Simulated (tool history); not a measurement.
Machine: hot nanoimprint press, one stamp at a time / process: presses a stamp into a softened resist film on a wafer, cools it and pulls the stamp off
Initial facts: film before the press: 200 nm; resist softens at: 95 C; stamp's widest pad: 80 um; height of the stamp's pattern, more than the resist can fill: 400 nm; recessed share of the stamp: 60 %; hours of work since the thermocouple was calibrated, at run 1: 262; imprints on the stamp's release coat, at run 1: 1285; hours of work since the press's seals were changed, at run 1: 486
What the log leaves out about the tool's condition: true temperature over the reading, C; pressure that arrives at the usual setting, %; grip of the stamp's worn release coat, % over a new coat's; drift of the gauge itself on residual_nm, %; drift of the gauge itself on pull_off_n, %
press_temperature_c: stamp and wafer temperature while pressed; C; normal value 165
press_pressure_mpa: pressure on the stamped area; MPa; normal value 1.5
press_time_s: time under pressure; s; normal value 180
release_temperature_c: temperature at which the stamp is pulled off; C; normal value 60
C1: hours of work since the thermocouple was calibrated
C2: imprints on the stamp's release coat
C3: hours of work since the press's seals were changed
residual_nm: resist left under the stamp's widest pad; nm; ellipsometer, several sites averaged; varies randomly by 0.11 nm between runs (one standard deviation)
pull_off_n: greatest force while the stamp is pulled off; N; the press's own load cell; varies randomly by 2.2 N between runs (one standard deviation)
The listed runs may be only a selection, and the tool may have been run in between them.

run 1 hour=0 | press_temperature_c=165 press_pressure_mpa=1.5 press_time_s=180 release_temperature_c=60 | C1=262 C2=1285 C3=486 | residual_nm=87.8 pull_off_n=160
run 2 hour=20.2 | press_temperature_c=165 press_pressure_mpa=1.5 press_time_s=180 release_temperature_c=59 | C1=272 C2=1336 C3=497 | residual_nm=87.7 pull_off_n=158
run 3 hour=54 | press_temperature_c=165 press_pressure_mpa=1.5 press_time_s=180 release_temperature_c=60 | C1=290 C2=1421 C3=514 | residual_nm=87.7 pull_off_n=165
run 4 hour=91.9 | press_temperature_c=165 press_pressure_mpa=1.5 press_time_s=180 release_temperature_c=60 | C1=309 C2=1517 C3=533 | residual_nm=87.7 pull_off_n=162
run 5 hour=118.9 | press_temperature_c=165 press_pressure_mpa=1.5 press_time_s=180 release_temperature_c=60 | C1=323 C2=1584 C3=547 | residual_nm=87.7 pull_off_n=163
run 6 hour=158.1 | press_temperature_c=165 press_pressure_mpa=1.5 press_time_s=180 release_temperature_c=60 | C1=343 C2=1683 C3=567 | residual_nm=87.5 pull_off_n=159
-- hour=184.9 press's hydraulic seals changed and the load cell set to zero
run 7 hour=184.9 | press_temperature_c=167 press_pressure_mpa=1.5 press_time_s=180 release_temperature_c=60 | C1=353 C2=1730 C3=0 | residual_nm=80.3 pull_off_n=164
run 8 hour=214.5 | press_temperature_c=167 press_pressure_mpa=1.5 press_time_s=242 release_temperature_c=60 | C1=368 C2=1805 C3=15 | residual_nm=72.7 pull_off_n=164
-- hour=249 stamp cleaned and given a new release coat
run 9 hour=249.7 | press_temperature_c=167 press_pressure_mpa=1.5 press_time_s=242 release_temperature_c=60 | C1=383 C2=2 C3=30 | residual_nm=72.5 pull_off_n=142
-- hour=277.8 plate thermocouple calibrated
run 10 hour=287.7 | press_temperature_c=167 press_pressure_mpa=1.5 press_time_s=242 release_temperature_c=60 | C1=5 C2=90 C3=48 | residual_nm=72 pull_off_n=140
run 11 hour=329.6 | press_temperature_c=167 press_pressure_mpa=1.5 press_time_s=242 release_temperature_c=60 | C1=27 C2=195 C3=70 | residual_nm=71.8 pull_off_n=139
run 12 hour=364.9 | press_temperature_c=167 press_pressure_mpa=1.5 press_time_s=242 release_temperature_c=60 | C1=45 C2=284 C3=88 | residual_nm=72 pull_off_n=141
run 13 hour=394.8 | press_temperature_c=167 press_pressure_mpa=1.5 press_time_s=242 release_temperature_c=60 | C1=60 C2=359 C3=103 | residual_nm=72 pull_off_n=144
-- hour=412.4 plate thermocouple calibrated, once more
run 14 hour=418.1 | press_temperature_c=167 press_pressure_mpa=1.5 press_time_s=242 release_temperature_c=60 | C1=3 C2=411 C3=114 | residual_nm=74 pull_off_n=149
run 15 hour=460.1 | press_temperature_c=167 press_pressure_mpa=1.5 press_time_s=242 release_temperature_c=60 | C1=24 C2=516 C3=135 | residual_nm=74.1 pull_off_n=150
run 16 hour=503.3 | press_temperature_c=167 press_pressure_mpa=1.63 press_time_s=94 release_temperature_c=60 | C1=47 C2=625 C3=157 | residual_nm=96.5 pull_off_n=151
run 17 hour=539.5 | press_temperature_c=169 press_pressure_mpa=1.63 press_time_s=200 release_temperature_c=60 | C1=65 C2=716 C3=176 | residual_nm=70.6 pull_off_n=149
run 18 hour=568.9 | press_temperature_c=159 press_pressure_mpa=1.63 press_time_s=349 release_temperature_c=57 | C1=80 C2=790 C3=191 | residual_nm=81.8 pull_off_n=154
run 19 hour=596.7 | press_temperature_c=162 press_pressure_mpa=1.63 press_time_s=349 release_temperature_c=57 | C1=95 C2=860 C3=205 | residual_nm=73.4 pull_off_n=159
run 20 hour=618 | press_temperature_c=164 press_pressure_mpa=1.69 press_time_s=357 release_temperature_c=49 | C1=106 C2=914 C3=216 | residual_nm=66.7 pull_off_n=175
run 21 hour=653.2 | press_temperature_c=164 press_pressure_mpa=1.69 press_time_s=357 release_temperature_c=49 | C1=124 C2=1003 C3=234 | residual_nm=66.5 pull_off_n=174
run 22 hour=677.1 | press_temperature_c=153 press_pressure_mpa=1.69 press_time_s=103 release_temperature_c=61 | C1=136 C2=1063 C3=247 | residual_nm=138.3 pull_off_n=152
run 23 hour=718.9 | press_temperature_c=156 press_pressure_mpa=1.5 press_time_s=180 release_temperature_c=57 | C1=157 C2=1168 C3=268 | residual_nm=115.7 pull_off_n=163
run 24 hour=749.5 | press_temperature_c=156 press_pressure_mpa=1.67 press_time_s=233 release_temperature_c=57 | C1=173 C2=1245 C3=284 | residual_nm=101.6 pull_off_n=165
run 25 hour=793.9 | press_temperature_c=171 press_pressure_mpa=0.9 press_time_s=180 release_temperature_c=60 | C1=196 C2=1357 C3=307 | residual_nm=96.1 pull_off_n=156
run 26 hour=839.5 | press_temperature_c=171 press_pressure_mpa=0.9 press_time_s=180 release_temperature_c=60 | C1=219 C2=1472 C3=330 | residual_nm=95.9 pull_off_n=162
run 27 hour=859.7 | press_temperature_c=165 press_pressure_mpa=1.5 press_time_s=129 release_temperature_c=60 | C1=230 C2=1523 C3=340 | residual_nm=96.4 pull_off_n=159
run 28 hour=878.5 | press_temperature_c=165 press_pressure_mpa=2.18 press_time_s=212 release_temperature_c=67 | C1=239 C2=1570 C3=350 | residual_nm=66.4 pull_off_n=147
run 29 hour=900 | press_temperature_c=165 press_pressure_mpa=2.18 press_time_s=212 release_temperature_c=67 | C1=250 C2=1624 C3=361 | residual_nm=66.4 pull_off_n=149

Below are 5 alternative next runs, each starting from the tool's condition after run 29. Predict each:
run A hour=920.8 | press_temperature_c=165 press_pressure_mpa=1.21 press_time_s=180 release_temperature_c=49 | C1=261 C2=1676 C3=372 | residual_nm=? pull_off_n=?
run B hour=920.8 | press_temperature_c=165 press_pressure_mpa=2.21 press_time_s=180 release_temperature_c=60 | C1=261 C2=1676 C3=372 | residual_nm=? pull_off_n=?
run C hour=920.8 | press_temperature_c=161 press_pressure_mpa=1.5 press_time_s=96 release_temperature_c=60 | C1=261 C2=1676 C3=372 | residual_nm=? pull_off_n=?
run D hour=920.8 | press_temperature_c=165 press_pressure_mpa=1.02 press_time_s=180 release_temperature_c=60 | C1=261 C2=1676 C3=372 | residual_nm=? pull_off_n=?
run E hour=920.8 | press_temperature_c=170 press_pressure_mpa=1.94 press_time_s=237 release_temperature_c=67 | C1=261 C2=1676 C3=372 | residual_nm=? pull_off_n=?

run=A residual_nm=97.3 pull_off_n=191
run=B residual_nm=69.6 pull_off_n=168
run=C residual_nm=118.8 pull_off_n=170
run=D residual_nm=106.5 pull_off_n=162
run=E residual_nm=57.9 pull_off_n=149
With the hidden condition removed and each run's random variation left untouched, the same runs would have given:
run=A residual_nm=98.5 pull_off_n=164
run=B residual_nm=69.8 pull_off_n=144
run=C residual_nm=119.9 pull_off_n=146
run=D residual_nm=107.9 pull_off_n=139
run=E residual_nm=58.1 pull_off_n=128
